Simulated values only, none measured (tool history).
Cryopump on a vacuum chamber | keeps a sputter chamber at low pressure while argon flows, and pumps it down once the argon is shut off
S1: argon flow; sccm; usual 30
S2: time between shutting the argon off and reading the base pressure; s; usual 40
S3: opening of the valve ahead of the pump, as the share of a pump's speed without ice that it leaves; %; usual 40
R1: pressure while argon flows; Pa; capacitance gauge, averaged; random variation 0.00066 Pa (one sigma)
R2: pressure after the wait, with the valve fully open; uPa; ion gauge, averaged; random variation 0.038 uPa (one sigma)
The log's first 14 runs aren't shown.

run    hour  S1   S2  S3      R1    R2
 15  1281.6  19   40  47  0.0597  3.98
 16  1348.2  30   40  37  0.1179  3.93
 17  1444.8  30   40  37  0.1182  4.09
 18  1522.1  30   46  49  0.0905   3.9
 19  1626.3  14  171  31  0.0662  2.85
 20  1736.6  29   40  19  0.2228  4.32
 21  1833.6  29   40  19  0.2211  4.41
 22  1928.9  31  166  26  0.1763  3.05
 23  1996.1  13  166  47  0.0433  3.23
 24  2087.9  16   28  36  0.0676  5.36
 25  2156.1  41   98  16  0.3764  3.49
 26  2267.6  30   21  40  0.1151   6.6
 27  2328.8  30   21  24  0.1869  6.74
 28  2409.9  30   21  24  0.1869  6.57
 29  2482.5  38   21  42  0.1415  6.74
 30  2596.4  17   21  42  0.0631  6.89
 31  2721.3  30  129  40  0.1177   4.1
 32  2837.3  32   48  17  0.2808  5.23
 33  2907.1  16   48  23  0.1059  5.32
 34  3025.2  16   48  23  0.1069  5.57

Forecast each of these 3 alternatives for the next run:
  A  3133.6  17   39  57   ?   ?
  B  3133.6  31   40  32   ?   ?
  C  3133.6  16  105  35   ?   ?

run      R1    R2
  A  0.0498  5.94
  B  0.1523  5.89
  C   0.073   4.7
Without the tool's hidden state the same runs would have given:
run      R1    R2
  A  0.0416  2.18
  B  0.1375  2.15
  C  0.0653  0.98
